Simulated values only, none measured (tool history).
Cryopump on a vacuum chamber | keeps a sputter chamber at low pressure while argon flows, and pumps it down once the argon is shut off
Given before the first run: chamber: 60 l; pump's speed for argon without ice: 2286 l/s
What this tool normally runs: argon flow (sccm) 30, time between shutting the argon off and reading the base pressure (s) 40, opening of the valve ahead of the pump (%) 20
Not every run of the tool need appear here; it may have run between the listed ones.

run	hour	argon flow (sccm)	time between shutting the argon off and reading the base pressure (s)	opening of the valve ahead of the pump (%)	pressure while argon flows (Pa)	pressure after the wait (uPa)
1	0.0	30	40	20	0.1174	1.95
2	70.4	28	40	20	0.1085	1.92
3	129.0	28	40	20	0.1096	1.86
4	178.0	28	40	20	0.1086	1.91
5	224.6	28	40	20	0.1099	1.91
6	279.2	28	40	20	0.1094	1.94
7	333.0	28	40	20	0.1110	1.94
8	390.0	30	245	20	0.1181	0.72
9	460.8	30	40	56	0.0471	1.93
10	503.6	30	40	22	0.1106	1.94
11	549.8	30	40	22	0.1090	1.98
12	614.0	30	40	22	0.1105	2.06
13	675.2	30	40	20	0.1201	2.04
14	753.7	30	40	20	0.1210	2.00
15	814.7	30	40	20	0.1114	1.90
16	868.7	30	40	20	0.1121	1.85
17	938.5	20	40	19	0.0796	1.87
18	998.2	18	40	20	0.0671	1.87
19	1047.4	23	139	46	0.0386	0.55
20	1099.3	23	139	46	0.0391	0.59
21	1143.8	23	139	46	0.0382	0.54
22	1221.8	23	139	46	0.0377	0.68
23	1286.2	23	139	46	0.0393	0.61
24	1336.1	37	175	28	0.1011	0.55
25	1379.2	30	138	46	0.0514	0.62
26	1450.6	20	40	38	0.0408	1.70
27	1518.3	20	40	38	0.0423	1.67
28	1567.9	30	40	15	0.1529	1.74
29	1627.8	30	97	33	0.0720	0.80

Removed from this log: 2 entries logged between the listed runs. Between which two listed runs does each belong, and how does the tool's hidden state at the listed run before it compare with that at the listed run after it?
From run 14 to run 15: pump warmed up, emptied and cooled again (hour 797.7)
  pump's speed, % of a pump's without ice: 68.7 -> 99.3; leak into the chamber, uPa l/s: 894 -> 906
  measured result minus the result with no hidden state, pressure while argon flows (Pa): +0.0105 -> +0.0004; pressure after the wait (uPa): +0.43 -> +0.28
From run 18 to run 19: leaking fittings of the chamber tightened, without venting (hour 1041.7)
  pump's speed, % of a pump's without ice: 95.8 -> 95.1; cold plate's temperature, K: 12.66 -> 12.67; leak into the chamber, uPa l/s: 946 -> 307
  measured result minus the result with no hidden state, pressure while argon flows (Pa): +0.0008 -> +0.0011; pressure after the wait (uPa): +0.29 -> +0.02
